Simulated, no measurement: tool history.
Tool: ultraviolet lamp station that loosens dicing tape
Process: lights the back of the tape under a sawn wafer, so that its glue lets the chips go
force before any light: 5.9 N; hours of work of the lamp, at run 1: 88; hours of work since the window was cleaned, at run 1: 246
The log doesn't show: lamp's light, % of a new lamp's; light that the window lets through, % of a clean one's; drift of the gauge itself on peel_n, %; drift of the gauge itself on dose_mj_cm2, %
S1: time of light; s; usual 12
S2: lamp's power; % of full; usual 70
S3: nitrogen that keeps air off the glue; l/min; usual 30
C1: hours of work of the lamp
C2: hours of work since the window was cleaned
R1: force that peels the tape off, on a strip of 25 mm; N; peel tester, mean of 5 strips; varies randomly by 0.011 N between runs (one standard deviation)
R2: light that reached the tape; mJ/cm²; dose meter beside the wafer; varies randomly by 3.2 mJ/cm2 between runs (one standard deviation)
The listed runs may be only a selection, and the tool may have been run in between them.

Run 1, hour 0.0: usual settings; C1 88; C2 246. Result: R1 0.467 N, R2 504 mJ/cm².
Run 2, hour 52.5: usual settings but S2 76 % of full; C1 121; C2 280. Result: R1 0.391 N, R2 551 mJ/cm².
Run 3, hour 113.6: usual settings but S2 76 % of full; C1 160; C2 318. Result: R1 0.375 N, R2 551 mJ/cm².
Run 4, hour 147.7: usual settings but S2 76 % of full; C1 181; C2 340. Result: R1 0.392 N, R2 548 mJ/cm².
Run 5, hour 192.8: usual settings but S2 76 % of full; C1 210; C2 368. Result: R1 0.395 N, R2 557 mJ/cm².
Run 6, hour 231.0: usual settings but S2 76 % of full; C1 234; C2 392. Result: R1 0.385 N, R2 553 mJ/cm².
At hour 252.8: window cleaned of glue's vapour.
Run 7, hour 270.4: usual settings but S1 16 s; C1 258; C2 11. Result: R1 0.269 N, R2 681 mJ/cm².
Run 8, hour 331.0: usual settings but S1 16 s; C1 297; C2 49. Result: R1 0.254 N, R2 680 mJ/cm².
Run 9, hour 380.3: usual settings but S1 16 s; C1 328; C2 80. Result: R1 0.239 N, R2 678 mJ/cm².
Run 10, hour 426.4: usual settings but S1 16 s; C1 357; C2 109. Result: R1 0.264 N, R2 681 mJ/cm².
Run 11, hour 470.2: usual settings but S1 16 s; C1 384; C2 137. Result: R1 0.267 N, R2 675 mJ/cm².
Run 12, hour 522.8: usual settings; C1 418; C2 170. Result: R1 0.472 N, R2 510 mJ/cm².
Run 13, hour 584.2: usual settings but S1 7 s; C1 456; C2 209. Result: R1 1.187 N, R2 295 mJ/cm².
Run 14, hour 614.5: usual settings but S1 7 s; C1 475; C2 228. Result: R1 1.174 N, R2 296 mJ/cm².
Run 15, hour 670.3: usual settings but S1 7 s; C1 510; C2 263. Result: R1 1.281 N, R2 298 mJ/cm².
Run 16, hour 695.6: usual settings but S1 7 s; C1 526; C2 279. Result: R1 1.197 N, R2 300 mJ/cm².
Run 17, hour 733.2: usual settings; C1 550; C2 303. Result: R1 0.451 N, R2 506 mJ/cm².
Run 18, hour 792.3: usual settings but S3 28 l/min; C1 587; C2 340. Result: R1 0.451 N, R2 513 mJ/cm².
Run 19, hour 845.7: usual settings but S3 28 l/min; C1 621; C2 374. Result: R1 0.476 N, R2 507 mJ/cm².
Run 20, hour 875.5: usual settings; C1 640; C2 393. Result: R1 0.460 N, R2 509 mJ/cm².
At hour 898.2: window cleaned of glue's vapour.
Run 21, hour 937.2: usual settings; C1 678; C2 25. Result: R1 0.483 N, R2 509 mJ/cm².
Run 22, hour 967.2: usual settings; C1 697; C2 44. Result: R1 0.452 N, R2 508 mJ/cm².
Run 23, hour 1021.8: usual settings but S1 23 s, S2 81 % of full, S3 12 l/min; C1 732; C2 78. Result: R1 0.152 N, R2 1120 mJ/cm².
Run 24, hour 1076.8: usual settings but S1 8 s, S2 79 % of full, S3 12 l/min; C1 766; C2 113. Result: R1 1.116 N, R2 379 mJ/cm².
Run 25, hour 1123.6: usual settings but S1 14 s, S2 71 % of full, S3 24 l/min; C1 796; C2 142. Result: R1 0.350 N, R2 597 mJ/cm².
Run 26, hour 1151.0: usual settings but S1 21 s, S2 67 % of full; C1 813; C2 159. Result: R1 0.176 N, R2 854 mJ/cm².
Run 27, hour 1179.9: usual settings; C1 831; C2 178. Result: R1 0.474 N, R2 507 mJ/cm².
Run 28, hour 1216.5: usual settings; C1 854; C2 201. Result: R1 0.446 N, R2 513 mJ/cm².
Run 29, hour 1271.6: usual settings but S1 10 s, S3 48 l/min; C1 889; C2 235. Result: R1 0.580 N, R2 426 mJ/cm².
Run 30, hour 1325.2: usual settings but S1 24 s, S2 96 % of full, S3 48 l/min; C1 923; C2 269. Result: R1 0.121 N, R2 1396 mJ/cm².
Run 31, hour 1359.0: usual settings but S2 63 % of full; C1 944; C2 290. Result: R1 0.570 N, R2 453 mJ/cm².
Run 32, hour 1420.1: usual settings but S1 18 s, S2 66 % of full, S3 29 l/min; C1 983; C2 329. Result: R1 0.241 N, R2 722 mJ/cm².
Run 33, hour 1460.5: usual settings but S1 18 s, S2 66 % of full, S3 29 l/min; C1 1008; C2 354. Result: R1 0.230 N, R2 712 mJ/cm².
Run 34, hour 1521.8: usual settings but S1 18 s, S2 66 % of full, S3 29 l/min; C1 1047; C2 393. Result: R1 0.243 N, R2 722 mJ/cm².
At hour 1545.2: window cleaned of glue's vapour.
Run 35, hour 1554.5: usual settings but S1 8 s, S2 85 % of full, S3 29 l/min; C1 1067; C2 6. Result: R1 0.709 N, R2 406 mJ/cm².
Run 36, hour 1603.8: usual settings but S1 13 s, S2 91 % of full, S3 32 l/min; C1 1098; C2 37. Result: R1 0.232 N, R2 715 mJ/cm².
Run 37, hour 1647.4: usual settings but S1 7 s, S2 78 % of full, S3 18 l/min; C1 1126; C2 64. Result: R1 1.269 N, R2 333 mJ/cm².
Run 38, hour 1672.8: usual settings but S1 7 s, S2 78 % of full, S3 18 l/min; C1 1142; C2 80. Result: R1 1.207 N, R2 328 mJ/cm².
Run 39, hour 1707.1: usual settings but S1 7 s, S2 78 % of full, S3 18 l/min; C1 1163; C2 102. Result: R1 1.208 N, R2 328 mJ/cm².
Run 40, hour 1749.2: usual settings but S1 14 s, S2 63 % of full, S3 35 l/min; C1 1190; C2 129. Result: R1 0.397 N, R2 531 mJ/cm².
Run 41, hour 1799.2: usual settings but S1 14 s, S2 63 % of full, S3 35 l/min; C1 1221; C2 160. Result: R1 0.404 N, R2 533 mJ/cm².
Run 42, hour 1851.8: usual settings but S1 14 s, S2 63 % of full, S3 38 l/min; C1 1255; C2 193. Result: R1 0.401 N, R2 533 mJ/cm².
Run 43, hour 1901.7: usual settings but S1 6 s, S2 79 % of full, S3 38 l/min; C1 1286; C2 225. Result: R1 1.210 N, R2 283 mJ/cm².

What if the next run were any one of these 3? Each begins from the tool's condition after run 43:
Run A, hour 1933.6: usual settings but S2 79 % of full, S3 18 l/min; C1 1306; C2 245. Result: R1 ?, R2 ?.
Run B, hour 1933.6: usual settings but S1 23 s, S2 79 % of full, S3 15 l/min; C1 1306; C2 245. Result: R1 ?, R2 ?.
Run C, hour 1933.6: usual settings but S1 6 s, S2 89 % of full, S3 20 l/min; C1 1306; C2 245. Result: R1 ?, R2 ?.

run     R1    R2
  A  0.470   570
  B  0.153  1087
  C  1.237   321
With the hidden condition removed and each run's random variation left untouched, the same runs would have given:
run     R1    R2
  A  0.465   573
  B  0.153  1092
  C  1.228   322

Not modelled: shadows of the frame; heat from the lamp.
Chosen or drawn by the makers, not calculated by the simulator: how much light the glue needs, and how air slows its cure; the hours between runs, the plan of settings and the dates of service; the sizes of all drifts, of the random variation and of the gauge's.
